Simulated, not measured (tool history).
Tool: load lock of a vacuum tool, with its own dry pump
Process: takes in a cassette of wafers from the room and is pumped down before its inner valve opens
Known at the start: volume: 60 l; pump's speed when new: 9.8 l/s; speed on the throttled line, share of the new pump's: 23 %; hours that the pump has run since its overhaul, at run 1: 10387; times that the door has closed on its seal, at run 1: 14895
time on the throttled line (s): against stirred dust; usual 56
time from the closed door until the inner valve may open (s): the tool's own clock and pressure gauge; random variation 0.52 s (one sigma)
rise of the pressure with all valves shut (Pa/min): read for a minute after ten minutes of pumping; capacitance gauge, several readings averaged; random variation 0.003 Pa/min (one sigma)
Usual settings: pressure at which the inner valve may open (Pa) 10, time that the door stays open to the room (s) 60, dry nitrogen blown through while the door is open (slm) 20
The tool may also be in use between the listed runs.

| run | hour | time on the throttled line (s) | pressure at which the inner valve may open (Pa) | time that the door stays open to the room (s) | dry nitrogen blown through while the door is open (slm) | hours that the pump has run since its overhaul | times that the door has closed on its seal | incoming humidity of the room's air, % | time from the closed door until the inner valve may open (s) | rise of the pressure with all valves shut (Pa/min) |
|---|---|---|---|---|---|---|---|---|---|---|
| 1 | 0 | 56 | 10 | 60 | 20 | 10387 | 14895 | 44.7 | 108.5 | 0.078 |
| 2 | 91.3 | 56 | 10 | 60 | 20 | 10479 | 15347 | 46.7 | 108.2 | 0.083 |
| 3 | 162.1 | 56 | 10 | 60 | 20 | 10549 | 15698 | 43.7 | 108.7 | 0.077 |
| 4 | 267.3 | 56 | 10 | 60 | 20 | 10655 | 16220 | 44.3 | 108.7 | 0.088 |
| 5 | 343.8 | 56 | 10 | 60 | 20 | 10731 | 16599 | 42.5 | 109.3 | 0.077 |
| 6 | 428.2 | 56 | 10 | 60 | 15 | 10815 | 17017 | 46.9 | 109 | 0.09 |
| 7 | 502.6 | 56 | 10 | 60 | 15 | 10890 | 17386 | 44.6 | 108.8 | 0.093 |
| 8 | 563.2 | 56 | 10 | 60 | 15 | 10950 | 17686 | 47.2 | 108.5 | 0.091 |
| 9 | 612.1 | 56 | 10 | 147 | 20 | 10999 | 17929 | 43.9 | 108.1 | 0.113 |
| 10 | 656.9 | 83 | 10 | 60 | 20 | 11044 | 18150 | 45.2 | 129.6 | 0.095 |
| 11 | 712.2 | 83 | 10 | 60 | 20 | 11099 | 18424 | 43.9 | 129.1 | 0.089 |
| 12 | 799.9 | 83 | 10 | 60 | 20 | 11187 | 18859 | 44.6 | 129.1 | 0.093 |
| 13 | 864.7 | 83 | 10 | 60 | 6 | 11252 | 19180 | 45.6 | 129.3 | 0.107 |

The next listed run, before its measurement:
| 14 | 920.3 | 47 | 15 | 70 | 14 | 11308 | 19456 | 44.1 | ? | ? |

Run 14 gave time from the closed door until the inner valve may open (s) 100, rise of the pressure with all valves shut (Pa/min) 0.103.
Without the tool's hidden state the same run would have given time from the closed door until the inner valve may open (s) 91, rise of the pressure with all valves shut (Pa/min) 0.033.
